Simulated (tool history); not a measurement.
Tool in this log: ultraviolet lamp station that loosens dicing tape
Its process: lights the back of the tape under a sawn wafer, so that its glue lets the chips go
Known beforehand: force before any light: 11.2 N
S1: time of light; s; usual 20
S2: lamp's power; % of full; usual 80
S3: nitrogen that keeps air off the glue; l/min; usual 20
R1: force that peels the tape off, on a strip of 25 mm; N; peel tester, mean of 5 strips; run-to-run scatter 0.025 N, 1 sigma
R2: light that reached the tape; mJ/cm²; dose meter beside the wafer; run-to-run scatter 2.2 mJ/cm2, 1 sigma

run   hour  S1  S2  S3     R1   R2
  1      0  20  80  20  1.712  166
  2   24.5  20  80  20  1.781  163
  3   50.8  20  80  20  1.774  165
  4   68.3  20  80  20  1.799  161
  5   86.1  20  80  20  1.851  164
  6  115.8  20  68  20  2.367  137
  7  146.5  20  80  20  1.898  158
     163.6  -- window cleaned of glue's vapour
  8  163.9  20  75  20  1.855  160
  9  184.6  20  75  20  1.873  158
 10  201.1  20  75  14  2.251  161
 11  218.9  20  80  12  2.136  168
 12  243.3  20  80  35  1.511  163
 13  258.2  20  98  35  0.979  202
 14  281.1  20  98  35  1.067  198
 15  305.2  20  98  35  1.025  194
 16  328.9  20  98  35  1.081  193
 17  347.7  28  80  20  0.978  219
 18  370.4  19  80  20  2.053  149
 19  389.5  18  86  35  1.768  152
 20  403.6  11  78  40  3.842   84
 21  417.5  17  67  10  3.871  110
 22  442.7  19  67  24  2.699  121

Estimate the outcome of run 23 from the log above:
 23  458.3  19  67  24   ?   ?

Run 23 produced R1 2.664 N, R2 123 mJ/cm².
Minus the tool's unlogged condition, the same run would have read R1 1.726 N, R2 163 mJ/cm².

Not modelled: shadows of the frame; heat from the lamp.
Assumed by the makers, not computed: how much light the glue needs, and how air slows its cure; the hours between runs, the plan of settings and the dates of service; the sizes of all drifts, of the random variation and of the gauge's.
